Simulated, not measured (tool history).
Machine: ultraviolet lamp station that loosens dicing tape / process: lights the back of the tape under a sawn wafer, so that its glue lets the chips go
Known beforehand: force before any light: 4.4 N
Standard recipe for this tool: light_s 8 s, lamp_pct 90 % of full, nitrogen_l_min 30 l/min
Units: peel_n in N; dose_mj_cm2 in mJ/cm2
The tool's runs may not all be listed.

Run 1, day 0.000: usual settings. Result: peel_n 0.324 N, dose_mj_cm2 506 mJ/cm2.
Run 2, day 1.783: usual settings but light_s 12 s. Result: peel_n 0.217 N, dose_mj_cm2 745 mJ/cm2.
Run 3, day 3.242: usual settings but light_s 12 s. Result: peel_n 0.221 N, dose_mj_cm2 746 mJ/cm2.
Run 4, day 5.321: usual settings but nitrogen_l_min 35 l/min. Result: peel_n 0.314 N, dose_mj_cm2 501 mJ/cm2.
Run 5, day 7.400: usual settings but nitrogen_l_min 35 l/min. Result: peel_n 0.330 N, dose_mj_cm2 506 mJ/cm2.
Run 6, day 9.000: usual settings. Result: peel_n 0.335 N, dose_mj_cm2 500 mJ/cm2.
Run 7, day 10.625: usual settings. Result: peel_n 0.321 N, dose_mj_cm2 511 mJ/cm2.
At day 11.362: lamp changed.
At day 12.846: window cleaned of glue's vapour.
Run 8, day 13.421: usual settings. Result: peel_n 0.327 N, dose_mj_cm2 504 mJ/cm2.
Run 9, day 15.625: usual settings but nitrogen_l_min 31 l/min. Result: peel_n 0.329 N, dose_mj_cm2 507 mJ/cm2.
Run 10, day 17.775: usual settings. Result: peel_n 0.326 N, dose_mj_cm2 507 mJ/cm2.
Run 11, day 19.471: usual settings. Result: peel_n 0.329 N, dose_mj_cm2 506 mJ/cm2.
Run 12, day 20.692: usual settings. Result: peel_n 0.329 N, dose_mj_cm2 501 mJ/cm2.
Run 13, day 22.508: usual settings. Result: peel_n 0.330 N, dose_mj_cm2 506 mJ/cm2.
Run 14, day 25.204: usual settings. Result: peel_n 0.328 N, dose_mj_cm2 502 mJ/cm2.
Run 15, day 27.821: usual settings but light_s 7 s. Result: peel_n 0.411 N, dose_mj_cm2 440 mJ/cm2.
Run 16, day 30.412: usual settings but light_s 7 s. Result: peel_n 0.388 N, dose_mj_cm2 446 mJ/cm2.
At day 31.462: window cleaned of glue's vapour.
Run 17, day 33.350: usual settings but light_s 7 s, lamp_pct 66 % of full. Result: peel_n 0.652 N, dose_mj_cm2 322 mJ/cm2.
Run 18, day 35.471: usual settings but light_s 7 s, lamp_pct 66 % of full. Result: peel_n 0.641 N, dose_mj_cm2 327 mJ/cm2.
Run 19, day 37.283: usual settings but light_s 7 s, lamp_pct 66 % of full. Result: peel_n 0.660 N, dose_mj_cm2 325 mJ/cm2.
Run 20, day 40.054: usual settings but light_s 4 s, lamp_pct 63 % of full. Result: peel_n 1.445 N, dose_mj_cm2 175 mJ/cm2.
Run 21, day 41.504: usual settings but lamp_pct 71 % of full, nitrogen_l_min 16 l/min. Result: peel_n 0.584 N, dose_mj_cm2 397 mJ/cm2.
Run 22, day 43.029: usual settings but lamp_pct 64 % of full. Result: peel_n 0.566 N, dose_mj_cm2 358 mJ/cm2.
Run 23, day 44.817: usual settings but light_s 9 s, lamp_pct 71 % of full, nitrogen_l_min 9 l/min. Result: peel_n 0.591 N, dose_mj_cm2 446 mJ/cm2.
Run 24, day 46.850: usual settings but light_s 9 s, lamp_pct 71 % of full, nitrogen_l_min 9 l/min. Result: peel_n 0.632 N, dose_mj_cm2 446 mJ/cm2.
Run 25, day 48.571: usual settings but light_s 9 s, lamp_pct 71 % of full, nitrogen_l_min 9 l/min. Result: peel_n 0.589 N, dose_mj_cm2 453 mJ/cm2.
At day 50.162: window cleaned of glue's vapour.
Run 26, day 50.379: usual settings but light_s 9 s, lamp_pct 71 % of full, nitrogen_l_min 9 l/min. Result: peel_n 0.638 N, dose_mj_cm2 447 mJ/cm2.
Run 27, day 53.083: usual settings but light_s 9 s, lamp_pct 100 % of full. Result: peel_n 0.250 N, dose_mj_cm2 628 mJ/cm2.
Run 28, day 55.292: usual settings but light_s 7 s, lamp_pct 76 % of full, nitrogen_l_min 20 l/min. Result: peel_n 0.591 N, dose_mj_cm2 375 mJ/cm2.
Run 29, day 57.904: usual settings but light_s 5 s, lamp_pct 83 % of full. Result: peel_n 0.744 N, dose_mj_cm2 289 mJ/cm2.

Consider 4 possible next runs. They are alternatives, not a sequence: every one starts from the tool as it was left by run 29. What does each give?
Run A, day 59.929: usual settings but lamp_pct 70 % of full. Result: peel_n ?, dose_mj_cm2 ?.
Run B, day 59.929: usual settings but lamp_pct 65 % of full. Result: peel_n ?, dose_mj_cm2 ?.
Run C, day 59.929: usual settings but light_s 5 s, lamp_pct 84 % of full. Result: peel_n ?, dose_mj_cm2 ?.
Run D, day 59.929: usual settings but light_s 6 s, lamp_pct 83 % of full. Result: peel_n ?, dose_mj_cm2 ?.

run  peel_n  dose_mj_cm2
  A   0.482          393
  B   0.549          357
  C   0.749          291
  D   0.594          341
Without the tool's unlogged condition, the same runs would have read:
run  peel_n  dose_mj_cm2
  A   0.481          393
  B   0.548          358
  C   0.747          292
  D   0.593          341
